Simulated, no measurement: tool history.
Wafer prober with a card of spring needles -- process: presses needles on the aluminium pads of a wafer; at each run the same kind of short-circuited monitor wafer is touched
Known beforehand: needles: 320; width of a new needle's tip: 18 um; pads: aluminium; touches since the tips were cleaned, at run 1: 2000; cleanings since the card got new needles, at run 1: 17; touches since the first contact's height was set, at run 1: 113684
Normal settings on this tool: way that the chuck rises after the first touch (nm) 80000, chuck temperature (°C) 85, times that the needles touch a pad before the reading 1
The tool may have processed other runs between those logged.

| run | hour | way that the chuck rises after the first touch (nm) | chuck temperature (°C) | times that the needles touch a pad before the reading | touches since the tips were cleaned | cleanings since the card got new needles | touches since the first contact's height was set | resistance of one needle with its contact and lead (mohm) | way that a needle slides on the pad (nm) |
|---|---|---|---|---|---|---|---|---|---|
| 1 | 0.0 | 80000 | 85 | 1 | 2000 | 17 | 113684 | 200 | 16760 |
|  | 14.9 | tips cleaned on abrasive film |
| 2 | 36.7 | 80000 | 85 | 1 | 5495 | 18 | 122926 | 256 | 16870 |
|  | 40.4 | tips cleaned on abrasive film |
|  | 64.5 | tips cleaned on abrasive film |
| 3 | 75.3 | 80000 | 85 | 1 | 2733 | 20 | 132635 | 223 | 16770 |
|  | 88.0 | tips cleaned on abrasive film |
|  | 111.2 | tips cleaned on abrasive film |
| 4 | 113.5 | 80000 | 85 | 1 | 562 | 22 | 142237 | 173 | 16760 |
|  | 135.4 | tips cleaned on abrasive film |
|  | 158.9 | tips cleaned on abrasive film |
| 5 | 165.2 | 80000 | 85 | 1 | 1586 | 24 | 155257 | 204 | 16710 |
|  | 182.0 | tips cleaned on abrasive film |
| 6 | 186.8 | 80000 | 89 | 1 | 1213 | 25 | 160690 | 191 | 16770 |
|  | 207.6 | tips cleaned on abrasive film |
| 7 | 228.8 | 80000 | 85 | 1 | 5354 | 26 | 171286 | 259 | 16740 |
|  | 232.6 | tips cleaned on abrasive film |
|  | 257.8 | tips cleaned on abrasive film |
| 8 | 262.4 | 80000 | 85 | 1 | 1152 | 28 | 179722 | 192 | 16770 |
|  | 281.6 | tips cleaned on abrasive film |
|  | 306.1 | tips cleaned on abrasive film |
| 9 | 310.8 | 80000 | 85 | 1 | 1182 | 30 | 191908 | 191 | 16690 |
|  | 313.2 | height of the first contact set anew |
|  | 332.7 | tips cleaned on abrasive film |
|  | 356.2 | tips cleaned on abrasive film |
| 10 | 358.4 | 80000 | 85 | 2 | 560 | 32 | 11390 | 164 | 16720 |
|  | 379.3 | tips cleaned on abrasive film |
| 11 | 389.3 | 80000 | 85 | 2 | 2541 | 33 | 19175 | 196 | 16610 |
|  | 402.6 | tips cleaned on abrasive film |
|  | 406.5 | height of the first contact set anew, once more |
|  | 426.0 | tips cleaned on abrasive film |
| 12 | 426.0 | 80000 | 85 | 2 | 0 | 35 | 4920 | 148 | 17070 |
|  | 450.0 | tips cleaned on abrasive film |
| 13 | 460.6 | 80000 | 85 | 2 | 2696 | 36 | 13641 | 194 | 16950 |
|  | 475.1 | tips cleaned on abrasive film |
|  | 499.7 | tips cleaned on abrasive film |
| 14 | 499.7 | 86000 | 121 | 2 | 0 | 38 | 23465 | 152 | 18260 |
|  | 526.4 | tips cleaned on abrasive film |
| 15 | 541.6 | 86000 | 121 | 2 | 3842 | 39 | 34037 | 199 | 18260 |
|  | 553.7 | tips cleaned on abrasive film |
| 16 | 566.5 | 86000 | 103 | 2 | 3246 | 40 | 40303 | 193 | 18210 |
|  | 580.1 | tips cleaned on abrasive film |
|  | 604.9 | tips cleaned on abrasive film |
| 17 | 604.9 | 86000 | 103 | 2 | 0 | 42 | 49968 | 155 | 18260 |
|  | 630.1 | tips cleaned on abrasive film |
| 18 | 633.5 | 94000 | 28 | 1 | 854 | 43 | 57150 | 165 | 19980 |
|  | 655.6 | tips cleaned on abrasive film |
| 19 | 664.0 | 88000 | 114 | 3 | 2116 | 44 | 64841 | 172 | 18750 |
|  | 681.2 | tips cleaned on abrasive film |
|  | 706.8 | tips cleaned on abrasive film |
| 20 | 709.9 | 88000 | 74 | 3 | 772 | 46 | 76395 | 152 | 18550 |
|  | 733.9 | tips cleaned on abrasive film |
| 21 | 737.3 | 88000 | 123 | 2 | 849 | 47 | 83288 | 166 | 18580 |
|  | 757.8 | tips cleaned on abrasive film |
| 22 | 767.1 | 88000 | 123 | 2 | 2341 | 48 | 90800 | 186 | 18570 |
|  | 782.1 | tips cleaned on abrasive film |
|  | 805.9 | tips cleaned on abrasive film |
| 23 | 806.3 | 88000 | 123 | 2 | 92 | 50 | 100656 | 155 | 18530 |
|  | 829.3 | tips cleaned on abrasive film |
| 24 | 845.8 | 88000 | 106 | 1 | 4165 | 51 | 110610 | 234 | 18560 |
|  | 852.7 | tips cleaned on abrasive film |
|  | 876.5 | tips cleaned on abrasive film |
| 25 | 889.7 | 88000 | 83 | 1 | 3331 | 53 | 121668 | 223 | 18490 |
|  | 902.2 | tips cleaned on abrasive film |
|  | 926.6 | tips cleaned on abrasive film |
| 26 | 926.6 | 88000 | 83 | 1 | 0 | 55 | 130951 | 153 | 18500 |

Predict each of these 4 candidate next runs independently; none follows another, all start after run 26:
|  | 951.0 | tips cleaned on abrasive film |
| A | 965.5 | 83000 | 85 | 2 | 3671 | 56 | 140745 | ? | ? |
|  | 951.0 | tips cleaned on abrasive film |
| B | 965.5 | 65000 | 85 | 2 | 3671 | 56 | 140745 | ? | ? |
|  | 951.0 | tips cleaned on abrasive film |
| C | 965.5 | 80000 | 85 | 2 | 3671 | 56 | 140745 | ? | ? |
|  | 951.0 | tips cleaned on abrasive film |
| D | 965.5 | 74000 | 83 | 1 | 3671 | 56 | 140745 | ? | ? |

| run | resistance of one needle with its contact and lead (mohm) | way that a needle slides on the pad (nm) |
|---|---|---|
| A | 200 | 17410 |
| B | 233 | 13550 |
| C | 206 | 16870 |
| D | 258 | 15500 |
Had the tool no hidden state, the same runs would have come out as:
| run | resistance of one needle with its contact and lead (mohm) | way that a needle slides on the pad (nm) |
|---|---|---|
| A | 144 | 17650 |
| B | 146 | 13780 |
| C | 146 | 17100 |
| D | 144 | 15730 |
